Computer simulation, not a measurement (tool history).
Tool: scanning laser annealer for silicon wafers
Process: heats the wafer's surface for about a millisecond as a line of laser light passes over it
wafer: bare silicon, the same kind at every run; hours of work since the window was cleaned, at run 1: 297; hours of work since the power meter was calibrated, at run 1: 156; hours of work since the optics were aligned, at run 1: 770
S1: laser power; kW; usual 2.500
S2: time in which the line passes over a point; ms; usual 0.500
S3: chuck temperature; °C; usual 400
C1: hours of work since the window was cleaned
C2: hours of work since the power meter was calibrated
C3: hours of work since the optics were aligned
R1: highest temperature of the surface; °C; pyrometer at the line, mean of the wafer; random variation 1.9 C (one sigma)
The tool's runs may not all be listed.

{"run": 1, "hour": 0.0, "S1": 2.5, "S2": 0.5, "S3": 400, "C1": 297, "C2": 156, "C3": 770, "R1": 1075}
{"run": 2, "hour": 6.8, "S1": 2.5, "S2": 0.5, "S3": 400, "C1": 302, "C2": 161, "C3": 774, "R1": 1075}
{"run": 3, "hour": 16.0, "S1": 2.5, "S2": 0.5, "S3": 400, "C1": 308, "C2": 167, "C3": 781, "R1": 1074}
{"run": 4, "hour": 24.3, "S1": 2.5, "S2": 0.5, "S3": 400, "C1": 314, "C2": 173, "C3": 787, "R1": 1073}
{"run": 5, "hour": 37.2, "S1": 2.5, "S2": 0.539, "S3": 400, "C1": 323, "C2": 182, "C3": 796, "R1": 1093}
{"run": 6, "hour": 49.6, "S1": 2.5, "S2": 0.539, "S3": 400, "C1": 331, "C2": 191, "C3": 804, "R1": 1097}
{"run": 7, "hour": 62.2, "S1": 2.5, "S2": 0.382, "S3": 400, "C1": 340, "C2": 199, "C3": 813, "R1": 988}

The next listed run, before its measurement:
{"run": 8, "hour": 71.8, "S1": 2.233, "S2": 0.595, "S3": 428, "C1": 347, "C2": 206, "C3": 820, "R1": "?"}

R1: 1061 °C
Without the tool's hidden state the same run would have given R1 1099 °C.
